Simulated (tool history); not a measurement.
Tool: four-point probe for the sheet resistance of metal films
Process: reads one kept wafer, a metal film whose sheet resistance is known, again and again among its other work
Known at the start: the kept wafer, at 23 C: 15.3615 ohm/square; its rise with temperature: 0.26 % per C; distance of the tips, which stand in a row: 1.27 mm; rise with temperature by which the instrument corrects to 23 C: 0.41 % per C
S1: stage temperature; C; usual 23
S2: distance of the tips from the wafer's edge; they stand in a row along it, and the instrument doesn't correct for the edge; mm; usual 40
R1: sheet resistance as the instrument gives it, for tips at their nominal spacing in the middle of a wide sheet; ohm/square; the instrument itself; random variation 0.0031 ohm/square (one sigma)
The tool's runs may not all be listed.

| run | hour | S1 | S2 | R1 |
|---|---|---|---|---|
| 1 | 0 | 23 | 40 | 15.403096 |
| 2 | 37.4 | 23 | 40 | 15.403312 |
| 3 | 70.8 | 23 | 40 | 15.40226 |
| 4 | 99 | 20 | 40 | 15.477557 |
| 5 | 122.6 | 20 | 40 | 15.470952 |
| 6 | 145.7 | 20 | 40 | 15.476126 |
| 7 | 179.2 | 22 | 40 | 15.424023 |
| 8 | 209.5 | 23 | 40 | 15.401439 |
| 9 | 235.5 | 23 | 61 | 15.395329 |
| 10 | 256.7 | 23 | 61 | 15.398203 |
| 11 | 286.1 | 23 | 34 | 15.409855 |
| 12 | 304.1 | 23 | 34 | 15.402735 |
| 13 | 320.3 | 23 | 40 | 15.402939 |
| 14 | 357.7 | 23 | 40 | 15.402772 |
| 15 | 380.8 | 23 | 40 | 15.404291 |
| 16 | 419 | 23 | 40 | 15.402746 |
| 17 | 442.3 | 23 | 40 | 15.399764 |
| 18 | 462.5 | 23 | 40 | 15.400744 |
| 19 | 479.3 | 23 | 29 | 15.4121 |
| 20 | 510.4 | 23 | 29 | 15.409406 |
| 21 | 541.5 | 23 | 29 | 15.416036 |
| 22 | 566.8 | 23 | 4 | 16.184752 |
| 23 | 584.1 | 23 | 4 | 16.184535 |
| 24 | 613.2 | 23 | 61 | 15.39808 |
| 25 | 634 | 21 | 7 | 15.71218 |
| 26 | 651.3 | 32 | 4 | 15.974699 |
| 27 | 673.3 | 26 | 12 | 15.421604 |
| 28 | 702.6 | 33 | 4 | 15.94622 |
| 29 | 734.6 | 33 | 4 | 15.94721 |
| 30 | 751.1 | 33 | 14 | 15.244313 |
| 31 | 773.1 | 23 | 17 | 15.440566 |
| 32 | 792.2 | 23 | 3 | 16.737565 |
| 33 | 827 | 35 | 40 | 15.138957 |
| 34 | 847.4 | 35 | 40 | 15.139347 |
| 35 | 875.5 | 31 | 4 | 16.004604 |
| 36 | 909.3 | 30 | 11 | 15.346084 |
| 37 | 940.4 | 30 | 11 | 15.348743 |
| 38 | 968.4 | 30 | 22 | 15.270828 |
| 39 | 1002.5 | 27 | 5 | 15.821185 |
| 40 | 1021.5 | 27 | 5 | 15.815868 |
| 41 | 1047.1 | 20 | 7 | 15.737375 |
| 42 | 1072.2 | 27 | 18 | 15.343172 |
| 43 | 1089.4 | 23 | 15 | 15.458151 |
| 44 | 1114.8 | 23 | 15 | 15.457582 |
| 45 | 1141.7 | 20 | 3 | 16.816524 |

4 ways to go on from here, each from the tool as it stands after run 45. What would each give?
| A | 1179.6 | 32 | 33 | ? |
| B | 1179.6 | 20 | 64 | ? |
| C | 1179.6 | 28 | 21 | ? |
| D | 1179.6 | 34 | 3 | ? |

| run | R1 |
|---|---|
| A | 15.209056 |
| B | 15.473016 |
| C | 15.314472 |
| D | 16.472373 |
Without the tool's hidden state the same runs would have given:
| run | R1 |
|---|---|
| A | 15.173287 |
| B | 15.436913 |
| C | 15.278552 |
| D | 16.433941 |

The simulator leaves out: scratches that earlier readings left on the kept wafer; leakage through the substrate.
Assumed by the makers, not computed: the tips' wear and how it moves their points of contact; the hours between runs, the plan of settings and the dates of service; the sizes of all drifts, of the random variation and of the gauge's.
